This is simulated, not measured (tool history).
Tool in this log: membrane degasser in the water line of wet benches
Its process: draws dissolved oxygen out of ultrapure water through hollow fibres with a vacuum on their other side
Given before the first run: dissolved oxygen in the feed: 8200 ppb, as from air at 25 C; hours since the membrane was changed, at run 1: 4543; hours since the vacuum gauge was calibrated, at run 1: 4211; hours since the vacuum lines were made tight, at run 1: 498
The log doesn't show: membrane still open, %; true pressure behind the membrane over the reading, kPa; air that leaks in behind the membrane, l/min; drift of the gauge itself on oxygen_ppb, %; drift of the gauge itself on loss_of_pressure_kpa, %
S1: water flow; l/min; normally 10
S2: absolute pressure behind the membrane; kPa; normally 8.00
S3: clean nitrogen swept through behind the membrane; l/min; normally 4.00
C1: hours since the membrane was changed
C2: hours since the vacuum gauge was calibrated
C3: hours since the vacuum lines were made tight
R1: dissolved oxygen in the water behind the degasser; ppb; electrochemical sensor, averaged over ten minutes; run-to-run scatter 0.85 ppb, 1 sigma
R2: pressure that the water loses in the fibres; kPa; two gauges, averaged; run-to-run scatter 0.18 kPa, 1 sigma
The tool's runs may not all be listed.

{"run": 1, "hour": 0.0, "S1": 10, "S2": 8.0, "S3": 4.0, "C1": 4543, "C2": 4211, "C3": 498, "R1": 88.5, "R2": 32.92}
{"run": 2, "hour": 100.3, "S1": 10, "S2": 8.0, "S3": 4.0, "C1": 4643, "C2": 4311, "C3": 598, "R1": 89.7, "R2": 32.58}
{"run": 3, "hour": 198.2, "S1": 10, "S2": 8.0, "S3": 4.0, "C1": 4741, "C2": 4409, "C3": 696, "R1": 88.2, "R2": 32.04}
{"run": 4, "hour": 370.1, "S1": 10, "S2": 8.0, "S3": 4.0, "C1": 4913, "C2": 4581, "C3": 868, "R1": 92.0, "R2": 32.63}
{"run": 5, "hour": 491.2, "S1": 10, "S2": 8.0, "S3": 4.0, "C1": 5034, "C2": 4702, "C3": 989, "R1": 89.5, "R2": 32.6}
{"hour": 501.8, "done": "vacuum gauge calibrated"}
{"run": 6, "hour": 649.0, "S1": 10, "S2": 8.0, "S3": 2.89, "C1": 5192, "C2": 147, "C3": 1147, "R1": 103.4, "R2": 32.53}
{"run": 7, "hour": 797.0, "S1": 10, "S2": 8.0, "S3": 2.89, "C1": 5340, "C2": 295, "C3": 1295, "R1": 102.6, "R2": 32.63}
{"run": 8, "hour": 973.9, "S1": 10, "S2": 8.0, "S3": 4.0, "C1": 5516, "C2": 472, "C3": 1472, "R1": 93.3, "R2": 32.62}
{"run": 9, "hour": 1076.6, "S1": 10, "S2": 8.0, "S3": 4.0, "C1": 5619, "C2": 575, "C3": 1574, "R1": 92.4, "R2": 32.5}
{"run": 10, "hour": 1253.9, "S1": 10, "S2": 8.0, "S3": 4.0, "C1": 5796, "C2": 752, "C3": 1752, "R1": 92.7, "R2": 32.29}
{"hour": 1346.3, "done": "vacuum gauge calibrated, once more"}
{"run": 11, "hour": 1403.1, "S1": 10, "S2": 8.0, "S3": 4.0, "C1": 5945, "C2": 57, "C3": 1900, "R1": 89.0, "R2": 32.56}
{"run": 12, "hour": 1478.2, "S1": 10, "S2": 8.0, "S3": 4.0, "C1": 6020, "C2": 132, "C3": 1975, "R1": 89.1, "R2": 32.82}
{"run": 13, "hour": 1652.1, "S1": 10, "S2": 8.0, "S3": 4.0, "C1": 6194, "C2": 306, "C3": 2149, "R1": 89.5, "R2": 32.44}
{"run": 14, "hour": 1794.2, "S1": 10, "S2": 8.0, "S3": 4.0, "C1": 6336, "C2": 448, "C3": 2291, "R1": 88.9, "R2": 32.33}
{"run": 15, "hour": 1950.8, "S1": 10, "S2": 8.0, "S3": 4.0, "C1": 6493, "C2": 604, "C3": 2448, "R1": 90.3, "R2": 32.93}
{"run": 16, "hour": 2080.9, "S1": 10, "S2": 8.0, "S3": 4.0, "C1": 6623, "C2": 735, "C3": 2578, "R1": 90.5, "R2": 32.77}
{"run": 17, "hour": 2228.4, "S1": 7, "S2": 8.0, "S3": 4.0, "C1": 6770, "C2": 882, "C3": 2726, "R1": 43.9, "R2": 23.22}
{"run": 18, "hour": 2379.0, "S1": 13, "S2": 4.98, "S3": 4.0, "C1": 6921, "C2": 1033, "C3": 2876, "R1": 127.5, "R2": 42.63}
{"run": 19, "hour": 2532.0, "S1": 13, "S2": 4.98, "S3": 4.0, "C1": 7074, "C2": 1186, "C3": 3029, "R1": 128.9, "R2": 42.71}
{"run": 20, "hour": 2639.1, "S1": 10, "S2": 15.89, "S3": 2.81, "C1": 7181, "C2": 1293, "C3": 3136, "R1": 171.2, "R2": 32.9}
{"run": 21, "hour": 2775.8, "S1": 10, "S2": 15.89, "S3": 2.81, "C1": 7318, "C2": 1429, "C3": 3273, "R1": 173.0, "R2": 32.91}
{"run": 22, "hour": 2912.4, "S1": 10, "S2": 15.89, "S3": 2.81, "C1": 7454, "C2": 1566, "C3": 3410, "R1": 172.1, "R2": 33.12}
{"run": 23, "hour": 3062.3, "S1": 10, "S2": 15.89, "S3": 2.81, "C1": 7604, "C2": 1716, "C3": 3559, "R1": 176.4, "R2": 32.95}
{"run": 24, "hour": 3206.4, "S1": 10, "S2": 15.89, "S3": 2.81, "C1": 7748, "C2": 1860, "C3": 3704, "R1": 173.2, "R2": 32.97}
{"run": 25, "hour": 3328.3, "S1": 10, "S2": 15.89, "S3": 2.81, "C1": 7870, "C2": 1982, "C3": 3825, "R1": 175.3, "R2": 32.78}
{"run": 26, "hour": 3434.1, "S1": 11, "S2": 15.89, "S3": 2.81, "C1": 7976, "C2": 2088, "C3": 3931, "R1": 200.1, "R2": 36.25}
{"run": 27, "hour": 3526.0, "S1": 7, "S2": 8.0, "S3": 6.17, "C1": 8068, "C2": 2180, "C3": 4023, "R1": 38.1, "R2": 22.96}
{"run": 28, "hour": 3686.5, "S1": 8, "S2": 7.77, "S3": 6.17, "C1": 8229, "C2": 2340, "C3": 4184, "R1": 51.5, "R2": 26.29}
{"run": 29, "hour": 3788.2, "S1": 12, "S2": 13.04, "S3": 4.7, "C1": 8330, "C2": 2442, "C3": 4285, "R1": 163.0, "R2": 39.92}
{"hour": 3896.1, "done": "seals of the vacuum lines changed"}
{"run": 30, "hour": 3931.1, "S1": 9, "S2": 7.24, "S3": 4.7, "C1": 8471, "C2": 2583, "C3": 35, "R1": 68.8, "R2": 29.99}
{"run": 31, "hour": 4107.1, "S1": 13, "S2": 5.38, "S3": 6.94, "C1": 8647, "C2": 2759, "C3": 211, "R1": 129.2, "R2": 42.93}
{"run": 32, "hour": 4228.6, "S1": 13, "S2": 5.38, "S3": 6.94, "C1": 8769, "C2": 2880, "C3": 332, "R1": 129.9, "R2": 42.97}
{"run": 33, "hour": 4391.9, "S1": 13, "S2": 5.38, "S3": 6.94, "C1": 8932, "C2": 3044, "C3": 496, "R1": 129.8, "R2": 42.94}

How would selected steps in R1 from run to run divide? Give the signed amount a tool lacking its hidden state would still show from settings, what came in and random variation, and the signed amount left for the hidden state, including any gauge scatter that is not in both of the compared results.
Run 17 -> 18: S1 7 -> 13, S2 8.00 -> 4.98. R1 +83.6 ppb: hidden state +13.2, all else +70.4.
Run 26 -> 27: S1 11 -> 7, S2 15.89 -> 8.00, S3 2.81 -> 6.17. R1 -162.0 ppb: hidden state -11.7, all else -150.3.
Run 28 -> 29: S1 8 -> 12, S2 7.77 -> 13.04, S3 6.17 -> 4.70. R1 +111.5 ppb: hidden state +12.2, all else +99.3.
Run 29 -> 30: S1 12 -> 9, S2 13.04 -> 7.24, seals of the vacuum lines changed. R1 -94.2 ppb: hidden state -9.3, all else -84.9.
Run 30 -> 31: S1 9 -> 13, S2 7.24 -> 5.38, S3 4.70 -> 6.94. R1 +60.4 ppb: hidden state +11.9, all else +48.5.

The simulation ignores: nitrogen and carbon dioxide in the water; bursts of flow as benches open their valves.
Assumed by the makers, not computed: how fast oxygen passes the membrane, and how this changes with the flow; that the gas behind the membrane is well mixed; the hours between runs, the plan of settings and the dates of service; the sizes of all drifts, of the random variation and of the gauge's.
